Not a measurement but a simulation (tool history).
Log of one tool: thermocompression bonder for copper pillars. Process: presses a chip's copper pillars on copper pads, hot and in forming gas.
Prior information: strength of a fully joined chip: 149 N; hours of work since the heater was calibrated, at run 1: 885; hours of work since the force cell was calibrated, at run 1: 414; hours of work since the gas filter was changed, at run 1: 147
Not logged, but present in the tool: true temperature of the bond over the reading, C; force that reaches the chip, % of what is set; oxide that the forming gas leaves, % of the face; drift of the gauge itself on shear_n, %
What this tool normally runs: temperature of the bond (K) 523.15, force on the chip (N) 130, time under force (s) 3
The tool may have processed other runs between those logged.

run   hour  temperature of the bond (K)  force on the chip (N)  time under force (s)  hours of work since the heater was calibrated  hours of work since the force cell was calibrated  hours of work since the gas filter was changed  force that shears a chip off (N)
  1      0                       523.15                    130                     3                                            885                                                414                                             147                              90.5
  2     13                       523.15                    130                     3                                            894                                                423                                             156                              89.7
  3   20.5                       523.15                     84                     3                                            899                                                429                                             161                              75.9
  4   34.3                       523.15                     84                     3                                            909                                                438                                             171                              75.7
  5   43.1                       523.15                     84                     3                                            915                                                444                                             177                              75.8
  6   56.2                       523.15                    130                     3                                            924                                                453                                             186                              89.1
  7   62.8                       523.15                    130                     3                                            929                                                458                                             190                              90.1
  8     72                       505.15                     88                     4                                            935                                                464                                             197                              70.9
  9   86.5                       505.15                     79                     3                                            945                                                475                                             207                              60.8
 10   98.6                       524.15                    183                     2                                            954                                                483                                             215                              90.2
 11  108.6                       527.15                     92                     4                                            961                                                490                                             222                              89.1
 12  118.4                       527.15                     92                     7                                            967                                                497                                             229                             102.9
 13  128.3                       504.15                    130                     2                                            974                                                504                                             236                              64.9

Difference, measured minus no-hidden-state, one row per run. Run-to-run variation is common to both terms; the gauge's own scatter need not be:
run  force that shears a chip off (N)
  1                              +0.6
  2                              +0.5
  3                              +0.7
  4                              +0.6
  5                              +0.6
  6                              +0.2
  7                              +0.1
  8                              +0.6
  9                              +0.7
 10                              -0.2
 11                              -0.2
 12                              -0.8
 13                              +0.5

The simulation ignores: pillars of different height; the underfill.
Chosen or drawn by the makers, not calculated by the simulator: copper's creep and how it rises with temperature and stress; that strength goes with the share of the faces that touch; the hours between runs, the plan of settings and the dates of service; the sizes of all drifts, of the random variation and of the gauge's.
